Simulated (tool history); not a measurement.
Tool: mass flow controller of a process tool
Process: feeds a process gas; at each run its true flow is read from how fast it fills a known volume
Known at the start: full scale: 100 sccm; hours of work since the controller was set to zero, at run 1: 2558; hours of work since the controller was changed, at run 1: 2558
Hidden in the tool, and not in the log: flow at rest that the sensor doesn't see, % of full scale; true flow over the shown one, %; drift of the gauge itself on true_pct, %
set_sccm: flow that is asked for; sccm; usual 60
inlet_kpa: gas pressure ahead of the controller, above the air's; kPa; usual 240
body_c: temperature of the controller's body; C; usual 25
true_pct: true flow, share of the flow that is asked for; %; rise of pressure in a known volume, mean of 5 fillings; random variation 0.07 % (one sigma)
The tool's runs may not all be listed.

| run | hour | set_sccm | inlet_kpa | body_c | hours of work since the controller was set to zero | hours of work since the controller was changed | true_pct |
|---|---|---|---|---|---|---|---|
| 1 | 0 | 60 | 240 | 25 | 2558 | 2558 | 99.24 |
| 2 | 192 | 60 | 240 | 33 | 2700 | 2700 | 99.23 |
| 3 | 373 | 60 | 240 | 33 | 2834 | 2834 | 99.47 |
| 4 | 579.6 | 21 | 240 | 25 | 2987 | 2987 | 98.9 |
| 5 | 754.8 | 21 | 240 | 25 | 3117 | 3117 | 99.07 |
| 6 | 949.4 | 60 | 240 | 40 | 3261 | 3261 | 99.68 |
| 7 | 1106.8 | 60 | 240 | 25 | 3378 | 3378 | 100.33 |
| 8 | 1360.6 | 43 | 240 | 25 | 3565 | 3565 | 100.04 |
| 9 | 1580.1 | 43 | 240 | 25 | 3728 | 3728 | 100.27 |
| 10 | 1845.3 | 27 | 240 | 25 | 3925 | 3925 | 100.13 |
| 11 | 1968.8 | 27 | 240 | 25 | 4016 | 4016 | 100.3 |
| 12 | 2154.5 | 60 | 240 | 36 | 4154 | 4154 | 100.93 |
| 13 | 2428.2 | 60 | 240 | 25 | 4357 | 4357 | 101.4 |
| 14 | 2557.3 | 60 | 240 | 22 | 4452 | 4452 | 101.51 |
| 15 | 2673.8 | 60 | 240 | 22 | 4538 | 4538 | 101.72 |
| 16 | 2833.8 | 60 | 240 | 25 | 4657 | 4657 | 101.8 |
| 17 | 2994.2 | 60 | 240 | 25 | 4776 | 4776 | 101.83 |
| 18 | 3221 | 60 | 240 | 25 | 4944 | 4944 | 101.99 |
|  | 3322.2 | gauge calibrated |
| 19 | 3493.9 | 60 | 240 | 25 | 5146 | 5146 | 99.5 |
| 20 | 3731.3 | 60 | 240 | 25 | 5322 | 5322 | 99.56 |
| 21 | 3971.9 | 60 | 240 | 25 | 5500 | 5500 | 99.88 |
| 22 | 4158.2 | 60 | 240 | 25 | 5638 | 5638 | 100.02 |
| 23 | 4302.8 | 60 | 240 | 25 | 5745 | 5745 | 100.21 |
| 24 | 4547.2 | 60 | 240 | 25 | 5926 | 5926 | 100.37 |
| 25 | 4729.7 | 63 | 236 | 25 | 6062 | 6062 | 100.46 |
| 26 | 4909.5 | 63 | 236 | 25 | 6195 | 6195 | 100.68 |
| 27 | 5031.5 | 60 | 267 | 25 | 6285 | 6285 | 100.96 |
| 28 | 5304.1 | 40 | 166 | 27 | 6487 | 6487 | 100.08 |
| 29 | 5472 | 40 | 166 | 27 | 6612 | 6612 | 100.14 |
|  | 5542.7 | controller's zero set anew |
| 30 | 5688.1 | 63 | 229 | 32 | 108 | 6771 | 101.19 |
| 31 | 5877.7 | 11 | 167 | 28 | 248 | 6912 | 99.73 |
| 32 | 6037.8 | 60 | 240 | 24 | 367 | 7030 | 101.59 |
| 33 | 6310.8 | 23 | 187 | 35 | 569 | 7233 | 100.42 |
| 34 | 6499.5 | 37 | 169 | 25 | 709 | 7372 | 101.08 |
| 35 | 6747.9 | 19 | 240 | 26 | 893 | 7556 | 101.14 |
| 36 | 6876.1 | 60 | 148 | 25 | 988 | 7651 | 101.93 |
| 37 | 7079.1 | 50 | 267 | 32 | 1138 | 7802 | 102.25 |
| 38 | 7196.1 | 16 | 240 | 22 | 1225 | 7889 | 101.59 |
| 39 | 7361.8 | 16 | 240 | 22 | 1348 | 8011 | 101.75 |
| 40 | 7628.3 | 19 | 158 | 22 | 1545 | 8209 | 101.58 |
| 41 | 7825.8 | 19 | 240 | 22 | 1691 | 8355 | 102.11 |
| 42 | 7966.3 | 57 | 234 | 22 | 1796 | 8459 | 103.17 |
|  | 8157 | controller exchanged for a calibrated one |
|  | 8224.9 | gauge calibrated |
| 43 | 8226.7 | 57 | 234 | 22 | 52 | 52 | 99.3 |
| 44 | 8494.5 | 57 | 196 | 22 | 250 | 250 | 99.28 |
| 45 | 8696.5 | 95 | 257 | 20 | 400 | 400 | 100.94 |
| 46 | 8821.5 | 60 | 259 | 26 | 492 | 492 | 99.84 |
| 47 | 8964.1 | 37 | 150 | 21 | 598 | 598 | 98.93 |
| 48 | 9166 | 24 | 191 | 32 | 748 | 748 | 98.75 |

Forecast each of these 4 alternatives for the next run:
| A | 9421 | 31 | 174 | 32 | 937 | 937 | ? |
| B | 9421 | 60 | 199 | 25 | 937 | 937 | ? |
| C | 9421 | 60 | 173 | 39 | 937 | 937 | ? |
| D | 9421 | 41 | 191 | 22 | 937 | 937 | ? |

| run | true_pct |
|---|---|
| A | 99.02 |
| B | 100.27 |
| C | 99.57 |
| D | 99.61 |
Without the tool's hidden state the same runs would have given:
| run | true_pct |
|---|---|
| A | 98 |
| B | 99.24 |
| C | 98.55 |
| D | 98.59 |
